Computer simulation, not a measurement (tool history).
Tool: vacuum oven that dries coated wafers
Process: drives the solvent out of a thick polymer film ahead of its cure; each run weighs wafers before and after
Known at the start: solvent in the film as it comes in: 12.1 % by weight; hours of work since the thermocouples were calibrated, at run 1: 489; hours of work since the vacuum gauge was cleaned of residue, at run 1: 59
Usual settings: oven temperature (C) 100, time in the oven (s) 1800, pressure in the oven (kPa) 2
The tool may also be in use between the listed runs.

run,hour,oven temperature (C),time in the oven (s),pressure in the oven (kPa),hours of work since the thermocouples were calibrated,hours of work since the vacuum gauge was cleaned of residue,solvent left in the film (%)
1,0,100,1800,2,489,59,3.18
2,86.3,100,1800,2,545,115,3.16
3,148.1,100,1800,2,585,155,3.23
4,237.2,100,1440,2,643,213,3.65
5,352.6,100,1800,2,717,288,3.32
6,434.4,100,1800,2,770,341,3.24
7,511.8,100,1380,2,821,391,3.74
8,603,100,1800,3.11,880,450,4.81
9,666.2,100,1800,3.11,921,491,4.87
10,727.1,108,1800,2,960,530,2.34
11,805.6,108,1800,2,1011,581,2.36
# hour 815.9: vacuum gauge cleaned of residue and calibrated
12,892.1,100,1260,2,1066,49,4.33
13,976.5,100,1260,2,1121,104,4.47
14,1093.1,100,1800,2,1196,180,3.71
# hour 1149: oven's thermocouples calibrated
15,1169.1,100,1800,2,13,228,3.52
16,1235.9,100,1800,2,56,271,3.5
# hour 1290.2: vacuum gauge cleaned of residue and calibrated, once more
17,1349,100,1800,2,129,38,3.06
18,1441.4,111,1380,4.2,188,98,3.75
19,1519.2,111,1380,4.2,239,148,3.82
20,1625.4,111,1380,4.2,308,217,3.8
21,1747.2,111,1380,4.2,387,296,3.9
22,1865.4,111,1380,4.2,463,373,3.88
23,1981.6,100,1320,7.47,539,448,10.23
24,2085,100,1320,2.48,606,515,4.39

The next listed run, before its measurement:
25,2153,100,1320,2.48,650,559,?

Run 25 gave solvent left in the film (%) 4.39.
Without the tool's hidden state the same run would have given solvent left in the film (%) 4.
